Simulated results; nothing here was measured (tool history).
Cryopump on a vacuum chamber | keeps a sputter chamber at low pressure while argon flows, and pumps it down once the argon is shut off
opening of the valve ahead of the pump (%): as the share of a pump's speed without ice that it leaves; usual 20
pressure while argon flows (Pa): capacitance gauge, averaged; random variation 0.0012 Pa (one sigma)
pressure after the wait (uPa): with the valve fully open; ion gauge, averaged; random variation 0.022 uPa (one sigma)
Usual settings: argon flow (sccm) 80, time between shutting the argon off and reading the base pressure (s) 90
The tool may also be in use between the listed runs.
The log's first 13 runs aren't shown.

run    hour  argon flow (sccm)  time between shutting the argon off and reading the base pressure (s)  opening of the valve ahead of the pump (%)  hours of work since the pump was warmed up and emptied  hours of work since the cold head was overhauled  hours of work since the chamber's fittings were tightened  pressure while argon flows (Pa)  pressure after the wait (uPa)
 14   526.9                 80                                                                     90                                          20                                                      54                                               963                                                        963                           0.2881                           1.37
 15   588.9                 80                                                                     90                                          20                                                     108                                              1016                                                       1016                           0.2918                           1.52
 16   643.9                 80                                                                     90                                          35                                                     156                                              1064                                                       1064                           0.1718                           1.60
 17   672.6                 80                                                                     90                                          35                                                     181                                              1089                                                       1089                           0.1719                           1.62
 18   725.0                 80                                                                     34                                          24                                                     226                                              1134                                                       1134                           0.2503                           2.47
 19   786.5                 80                                                                     34                                          24                                                     279                                              1187                                                       1187                           0.2540                           2.54
 20   826.9                157                                                                     37                                          34                                                     314                                              1222                                                       1222                           0.3702                           2.67
 21   872.5                157                                                                     37                                          34                                                     354                                              1262                                                       1262                           0.3753                           2.70
 22   909.4                157                                                                     37                                          34                                                     386                                              1294                                                       1294                           0.3837                           2.84
      949.6  -- pump warmed up, emptied and cooled again
 23   955.4                157                                                                     37                                          34                                                       5                                              1329                                                       1329                           0.3302                           2.20
      971.1  -- leaking fittings of the chamber tightened, without venting
 24  1002.5                 51                                                                     35                                          23                                                      44                                              1368                                                         27                           0.1598                           1.32
 25  1063.8                 51                                                                    191                                          17                                                      97                                              1421                                                         80                           0.2162                           0.41
 26  1121.8                129                                                                     31                                          17                                                     147                                              1472                                                        131                           0.5512                           1.60
 27  1172.6                 37                                                                     30                                          17                                                     191                                              1516                                                        175                           0.1604                           1.69
 28  1222.7                 63                                                                    136                                          20                                                     235                                              1559                                                        218                           0.2359                           0.68
 29  1253.5                129                                                                     90                                          19                                                     261                                              1586                                                        245                           0.5074                           0.84
 30  1294.7                129                                                                     90                                          25                                                     297                                              1621                                                        280                           0.3979                           0.87
 31  1335.2                115                                                                     33                                          22                                                     332                                              1656                                                        315                           0.4027                           1.74
 32  1388.5                 80                                                                     28                                          20                                                     378                                              1703                                                        362                           0.3138                           2.08
     1434.2  -- pump warmed up, emptied and cooled again
 33  1449.0                 80                                                                     28                                          20                                                      13                                              1751                                                        410                           0.2866                           1.84

Forecast each of these 3 alternatives for the next run:
  A  1485.1                104                                                                     49                                          20                                                      44                                              1782                                                        441                                ?                              ?
  B  1485.1                 64                                                                     90                                          52                                                      44                                              1782                                                        441                                ?                              ?
  C  1485.1                 45                                                                     90                                          20                                                      44                                              1782                                                        441                                ?                              ?

run  pressure while argon flows (Pa)  pressure after the wait (uPa)
  A                           0.3693                           1.32
  B                           0.0889                           0.96
  C                           0.1627                           0.94
Without the tool's hidden state the same runs would have given:
run  pressure while argon flows (Pa)  pressure after the wait (uPa)
  A                           0.3651                           0.96
  B                           0.0863                           0.61
  C                           0.1609                           0.59
